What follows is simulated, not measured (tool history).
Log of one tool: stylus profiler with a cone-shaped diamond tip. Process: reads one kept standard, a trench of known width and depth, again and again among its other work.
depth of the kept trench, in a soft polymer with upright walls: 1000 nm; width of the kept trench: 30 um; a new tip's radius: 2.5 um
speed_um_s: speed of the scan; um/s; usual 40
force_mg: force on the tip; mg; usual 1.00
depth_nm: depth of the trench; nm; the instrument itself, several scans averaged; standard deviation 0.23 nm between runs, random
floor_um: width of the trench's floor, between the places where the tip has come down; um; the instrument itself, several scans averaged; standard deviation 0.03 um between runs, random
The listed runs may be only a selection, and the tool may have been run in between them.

Run 1, hour 0.0: usual settings. Result: depth_nm 1008.05 nm, floor_um 25.68 um.
Run 2, hour 29.9: usual settings but force_mg 0.55 mg. Result: depth_nm 1005.19 nm, floor_um 25.48 um.
Run 3, hour 58.5: usual settings but force_mg 0.55 mg. Result: depth_nm 1005.08 nm, floor_um 25.49 um.
Run 4, hour 79.1: usual settings but force_mg 0.55 mg. Result: depth_nm 1005.20 nm, floor_um 25.45 um.
Run 5, hour 95.5: usual settings but force_mg 0.55 mg. Result: depth_nm 1005.33 nm, floor_um 25.47 um.
Run 6, hour 120.3: usual settings but force_mg 0.55 mg. Result: depth_nm 1005.03 nm, floor_um 25.46 um.
Run 7, hour 146.5: usual settings but force_mg 0.55 mg. Result: depth_nm 1004.95 nm, floor_um 25.43 um.
Run 8, hour 169.4: usual settings but speed_um_s 72 um/s, force_mg 0.55 mg. Result: depth_nm 1005.48 nm, floor_um 25.13 um.
Run 9, hour 190.6: usual settings but speed_um_s 72 um/s, force_mg 0.55 mg. Result: depth_nm 1004.74 nm, floor_um 25.03 um.
Run 10, hour 206.1: usual settings but speed_um_s 72 um/s, force_mg 0.55 mg. Result: depth_nm 1004.87 nm, floor_um 25.08 um.
Run 11, hour 226.9: usual settings but speed_um_s 72 um/s, force_mg 0.55 mg. Result: depth_nm 1005.03 nm, floor_um 25.05 um.
Run 12, hour 251.9: usual settings but speed_um_s 72 um/s, force_mg 2.00 mg. Result: depth_nm 1012.65 nm, floor_um 25.36 um.
Run 13, hour 271.8: usual settings but speed_um_s 72 um/s, force_mg 2.00 mg. Result: depth_nm 1012.63 nm, floor_um 25.38 um.
Run 14, hour 296.4: usual settings but speed_um_s 72 um/s, force_mg 2.00 mg. Result: depth_nm 1012.23 nm, floor_um 25.40 um.
Run 15, hour 311.3: usual settings but speed_um_s 72 um/s, force_mg 2.00 mg. Result: depth_nm 1012.05 nm, floor_um 25.36 um.
Run 16, hour 341.9: usual settings but speed_um_s 20 um/s, force_mg 2.00 mg. Result: depth_nm 1012.05 nm, floor_um 25.60 um.
Run 17, hour 357.8: usual settings. Result: depth_nm 1007.53 nm, floor_um 25.37 um.
Run 18, hour 378.4: usual settings. Result: depth_nm 1007.78 nm, floor_um 25.37 um.
At hour 381.5: height scale calibrated on a step standard.
Run 19, hour 395.0: usual settings but force_mg 0.87 mg. Result: depth_nm 1006.49 nm, floor_um 25.28 um.
Run 20, hour 412.4: usual settings but force_mg 0.87 mg. Result: depth_nm 1006.46 nm, floor_um 25.36 um.
Run 21, hour 426.8: usual settings. Result: depth_nm 1007.28 nm, floor_um 25.35 um.
Run 22, hour 449.7: usual settings but force_mg 2.03 mg. Result: depth_nm 1011.86 nm, floor_um 25.46 um.
Run 23, hour 464.2: usual settings but force_mg 2.03 mg. Result: depth_nm 1012.35 nm, floor_um 25.47 um.
At hour 474.6: height scale calibrated on a step standard, once more.
Run 24, hour 490.6: usual settings but speed_um_s 44 um/s, force_mg 1.35 mg. Result: depth_nm 1009.91 nm, floor_um 25.36 um.
Run 25, hour 520.1: usual settings but speed_um_s 32 um/s, force_mg 1.27 mg. Result: depth_nm 1009.51 nm, floor_um 25.37 um.
Run 26, hour 535.7: usual settings but speed_um_s 32 um/s, force_mg 1.27 mg. Result: depth_nm 1009.44 nm, floor_um 25.38 um.
Run 27, hour 560.8: usual settings but speed_um_s 120 um/s, force_mg 0.35 mg. Result: depth_nm 1003.92 nm, floor_um 24.06 um.
Run 28, hour 590.6: usual settings but speed_um_s 120 um/s, force_mg 0.35 mg. Result: depth_nm 1003.92 nm, floor_um 24.06 um.
Run 29, hour 621.4: usual settings but speed_um_s 29 um/s, force_mg 2.24 mg. Result: depth_nm 1013.67 nm, floor_um 25.43 um.
Run 30, hour 644.4: usual settings but speed_um_s 10 um/s, force_mg 2.51 mg. Result: depth_nm 1014.76 nm, floor_um 25.49 um.
Run 31, hour 670.0: usual settings but speed_um_s 10 um/s, force_mg 2.51 mg. Result: depth_nm 1014.48 nm, floor_um 25.48 um.
Run 32, hour 688.6: usual settings but speed_um_s 65 um/s, force_mg 0.76 mg. Result: depth_nm 1006.67 nm, floor_um 24.97 um.
Run 33, hour 705.9: usual settings but speed_um_s 37 um/s, force_mg 1.40 mg. Result: depth_nm 1009.97 nm, floor_um 25.26 um.
Run 34, hour 732.6: usual settings but speed_um_s 37 um/s, force_mg 1.40 mg. Result: depth_nm 1010.11 nm, floor_um 25.21 um.
Run 35, hour 752.0: usual settings but speed_um_s 18 um/s, force_mg 0.72 mg. Result: depth_nm 1006.03 nm, floor_um 25.38 um.
Run 36, hour 776.9: usual settings but speed_um_s 114 um/s, force_mg 1.45 mg. Result: depth_nm 1009.76 nm, floor_um 24.85 um.
Run 37, hour 800.0: usual settings but speed_um_s 114 um/s, force_mg 1.45 mg. Result: depth_nm 1009.70 nm, floor_um 24.77 um.
Run 38, hour 813.4: usual settings but force_mg 0.44 mg. Result: depth_nm 1004.23 nm, floor_um 24.96 um.
Run 39, hour 843.9: usual settings but speed_um_s 11 um/s, force_mg 1.32 mg. Result: depth_nm 1009.20 nm, floor_um 25.41 um.
Run 40, hour 870.0: usual settings but speed_um_s 11 um/s, force_mg 1.32 mg. Result: depth_nm 1009.64 nm, floor_um 25.35 um.
Run 41, hour 894.0: usual settings but speed_um_s 11 um/s, force_mg 1.32 mg. Result: depth_nm 1009.15 nm, floor_um 25.36 um.
Run 42, hour 913.7: usual settings but speed_um_s 31 um/s, force_mg 1.01 mg. Result: depth_nm 1007.32 nm, floor_um 25.16 um.
Run 43, hour 936.2: usual settings but speed_um_s 17 um/s, force_mg 1.69 mg. Result: depth_nm 1011.37 nm, floor_um 25.30 um.
Run 44, hour 957.4: usual settings but speed_um_s 17 um/s, force_mg 1.69 mg. Result: depth_nm 1010.96 nm, floor_um 25.24 um.
Run 45, hour 973.2: usual settings but speed_um_s 115 um/s, force_mg 0.94 mg. Result: depth_nm 1007.44 nm, floor_um 24.45 um.
Run 46, hour 987.2: usual settings but speed_um_s 28 um/s, force_mg 0.42 mg. Result: depth_nm 1004.51 nm, floor_um 25.05 um.

4 ways to go on from here, each from the tool as it stands after run 46. What would each give?
Run A, hour 1015.0: usual settings but speed_um_s 26 um/s, force_mg 0.42 mg. Result: depth_nm ?, floor_um ?.
Run B, hour 1015.0: usual settings but speed_um_s 73 um/s, force_mg 0.42 mg. Result: depth_nm ?, floor_um ?.
Run C, hour 1015.0: usual settings but speed_um_s 47 um/s, force_mg 0.87 mg. Result: depth_nm ?, floor_um ?.
Run D, hour 1015.0: usual settings but speed_um_s 65 um/s, force_mg 1.08 mg. Result: depth_nm ?, floor_um ?.

run  depth_nm  floor_um
  A   1003.91     25.10
  B   1003.76     24.53
  C   1006.78     24.99
  D   1007.64     24.91
With the hidden condition removed and each run's random variation left untouched, the same runs would have given:
run  depth_nm  floor_um
  A   1004.35     25.75
  B   1004.20     25.18
  C   1007.22     25.64
  D   1008.08     25.56
